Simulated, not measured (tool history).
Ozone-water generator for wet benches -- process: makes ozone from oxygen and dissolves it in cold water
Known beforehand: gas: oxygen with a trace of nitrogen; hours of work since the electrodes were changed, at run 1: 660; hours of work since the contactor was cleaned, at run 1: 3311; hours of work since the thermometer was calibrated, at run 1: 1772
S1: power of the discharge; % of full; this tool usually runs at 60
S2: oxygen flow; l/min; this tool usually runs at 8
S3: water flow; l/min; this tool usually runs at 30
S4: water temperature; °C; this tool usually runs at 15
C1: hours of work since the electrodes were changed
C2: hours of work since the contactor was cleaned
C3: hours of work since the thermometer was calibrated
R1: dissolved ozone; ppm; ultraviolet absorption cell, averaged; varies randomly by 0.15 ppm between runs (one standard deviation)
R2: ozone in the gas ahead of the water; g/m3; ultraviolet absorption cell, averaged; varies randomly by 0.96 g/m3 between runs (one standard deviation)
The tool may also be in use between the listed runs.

{"run": 1, "day": 0.0, "S1": 60, "S2": 8, "S3": 30, "S4": 15, "C1": 660, "C2": 3311, "C3": 1772, "R1": 16.7, "R2": 164.6}
{"run": 2, "day": 1.95, "S1": 60, "S2": 8, "S3": 30, "S4": 15, "C1": 698, "C2": 3349, "C3": 1810, "R1": 16.6, "R2": 161}
{"run": 3, "day": 3.512, "S1": 60, "S2": 8, "S3": 30, "S4": 15, "C1": 728, "C2": 3380, "C3": 1840, "R1": 17, "R2": 163}
{"run": 4, "day": 4.921, "S1": 60, "S2": 8, "S3": 30, "S4": 15, "C1": 755, "C2": 3407, "C3": 1867, "R1": 17.1, "R2": 164}
{"run": 5, "day": 7.825, "S1": 60, "S2": 8, "S3": 30, "S4": 19, "C1": 812, "C2": 3464, "C3": 1924, "R1": 15.7, "R2": 161.8}
{"run": 6, "day": 9.608, "S1": 60, "S2": 8, "S3": 30, "S4": 19, "C1": 847, "C2": 3498, "C3": 1959, "R1": 16.1, "R2": 161.8}
{"run": 7, "day": 12.35, "S1": 60, "S2": 8, "S3": 30, "S4": 19, "C1": 900, "C2": 3552, "C3": 2012, "R1": 15.9, "R2": 164.3}
{"run": 8, "day": 13.721, "S1": 60, "S2": 8, "S3": 30, "S4": 15, "C1": 927, "C2": 3579, "C3": 2039, "R1": 16.7, "R2": 163.1}
{"run": 9, "day": 15.258, "S1": 60, "S2": 8, "S3": 30, "S4": 15, "C1": 957, "C2": 3609, "C3": 2069, "R1": 16.9, "R2": 160.8}
{"run": 10, "day": 17.6, "S1": 43, "S2": 8, "S3": 30, "S4": 15, "C1": 1002, "C2": 3654, "C3": 2114, "R1": 13.1, "R2": 126.6}
{"run": 11, "day": 20.292, "S1": 60, "S2": 8, "S3": 30, "S4": 11, "C1": 1055, "C2": 3707, "C3": 2167, "R1": 17.6, "R2": 161.4}
{"run": 12, "day": 22.108, "S1": 60, "S2": 8, "S3": 30, "S4": 15, "C1": 1090, "C2": 3742, "C3": 2202, "R1": 16.8, "R2": 161.7}
{"run": 13, "day": 25.021, "S1": 46, "S2": 8, "S3": 30, "S4": 15, "C1": 1147, "C2": 3799, "C3": 2259, "R1": 13.5, "R2": 132.9}
{"run": 14, "day": 26.842, "S1": 43, "S2": 8, "S3": 30, "S4": 15, "C1": 1183, "C2": 3834, "C3": 2295, "R1": 13, "R2": 126.8}
{"day": 27.271, "done": "contactor cleaned"}
{"run": 15, "day": 29.996, "S1": 43, "S2": 8, "S3": 30, "S4": 15, "C1": 1241, "C2": 53, "C3": 2353, "R1": 12.8, "R2": 125.5}
{"run": 16, "day": 31.679, "S1": 43, "S2": 8, "S3": 30, "S4": 15, "C1": 1273, "C2": 86, "C3": 2385, "R1": 12.5, "R2": 125.6}
{"run": 17, "day": 34.271, "S1": 40, "S2": 13.24, "S3": 30, "S4": 9, "C1": 1324, "C2": 136, "C3": 2436, "R1": 13.3, "R2": 94.6}
{"run": 18, "day": 37.212, "S1": 40, "S2": 13.24, "S3": 30, "S4": 9, "C1": 1381, "C2": 194, "C3": 2493, "R1": 13.2, "R2": 94.4}
{"run": 19, "day": 40.217, "S1": 60, "S2": 12.68, "S3": 30, "S4": 15, "C1": 1440, "C2": 252, "C3": 2552, "R1": 16.7, "R2": 131.2}
{"day": 41.721, "done": "contactor cleaned, once more"}
{"run": 20, "day": 41.721, "S1": 100, "S2": 12.95, "S3": 18, "S4": 15, "C1": 1466, "C2": 0, "C3": 2578, "R1": 36.7, "R2": 191.6}
{"run": 21, "day": 43.371, "S1": 97, "S2": 12.35, "S3": 22, "S4": 12, "C1": 1498, "C2": 32, "C3": 2610, "R1": 33.3, "R2": 190.3}
{"run": 22, "day": 45.954, "S1": 97, "S2": 12.35, "S3": 22, "S4": 12, "C1": 1548, "C2": 82, "C3": 2660, "R1": 33.5, "R2": 191}
{"run": 23, "day": 47.867, "S1": 55, "S2": 8, "S3": 30, "S4": 12, "C1": 1586, "C2": 120, "C3": 2698, "R1": 16.7, "R2": 151}
{"run": 24, "day": 49.725, "S1": 55, "S2": 7.72, "S3": 30, "S4": 14, "C1": 1622, "C2": 156, "C3": 2734, "R1": 16.2, "R2": 152.8}
{"run": 25, "day": 52.071, "S1": 67, "S2": 7.72, "S3": 30, "S4": 14, "C1": 1667, "C2": 202, "C3": 2779, "R1": 18.8, "R2": 178.4}
{"run": 26, "day": 54.875, "S1": 41, "S2": 8, "S3": 30, "S4": 8, "C1": 1722, "C2": 256, "C3": 2834, "R1": 14, "R2": 122.8}
{"run": 27, "day": 57.279, "S1": 41, "S2": 8, "S3": 30, "S4": 8, "C1": 1769, "C2": 303, "C3": 2881, "R1": 14.3, "R2": 120.8}
{"run": 28, "day": 59.767, "S1": 40, "S2": 8, "S3": 30, "S4": 12, "C1": 1817, "C2": 351, "C3": 2929, "R1": 13.2, "R2": 119.7}
{"run": 29, "day": 61.183, "S1": 60, "S2": 8.12, "S3": 36, "S4": 18, "C1": 1845, "C2": 379, "C3": 2957, "R1": 13.8, "R2": 159.4}
{"run": 30, "day": 62.808, "S1": 55, "S2": 8.12, "S3": 36, "S4": 18, "C1": 1877, "C2": 411, "C3": 2989, "R1": 13.1, "R2": 150.3}

Run by run, hidden condition taken away, random variation retained:
Unlogged tool condition in this case: yield of the discharge, % of new electrodes'; contactor's efficiency, % of a clean one's; true water temperature over the reading, C; drift of the gauge itself on ozone_ppm, %; drift of the gauge itself on gas_g_m3, %.
run=1 R1=17.4 R2=164.8
run=2 R1=17.4 R2=161.3
run=3 R1=17.8 R2=163.4
run=4 R1=17.9 R2=164.5
run=5 R1=16.4 R2=162.3
run=6 R1=16.8 R2=162.5
run=7 R1=16.7 R2=165.1
run=8 R1=17.5 R2=163.9
run=9 R1=17.8 R2=161.6
run=10 R1=13.7 R2=127.2
run=11 R1=18.6 R2=162.4
run=12 R1=17.7 R2=162.8
run=13 R1=14.2 R2=133.7
run=14 R1=13.7 R2=127.5
run=15 R1=13.8 R2=126.2
run=16 R1=13.6 R2=126.4
run=17 R1=14.4 R2=95.2
run=18 R1=14.3 R2=95
run=19 R1=18.2 R2=132.6
run=20 R1=37.7 R2=194.7
run=21 R1=34.2 R2=193.4
run=22 R1=34.5 R2=194.3
run=23 R1=17.1 R2=152.8
run=24 R1=16.6 R2=154.6
run=25 R1=19.3 R2=181
run=26 R1=14.3 R2=123.9
run=27 R1=14.6 R2=121.9
run=28 R1=13.5 R2=120.8
run=29 R1=14.3 R2=161.9
run=30 R1=13.5 R2=152.5
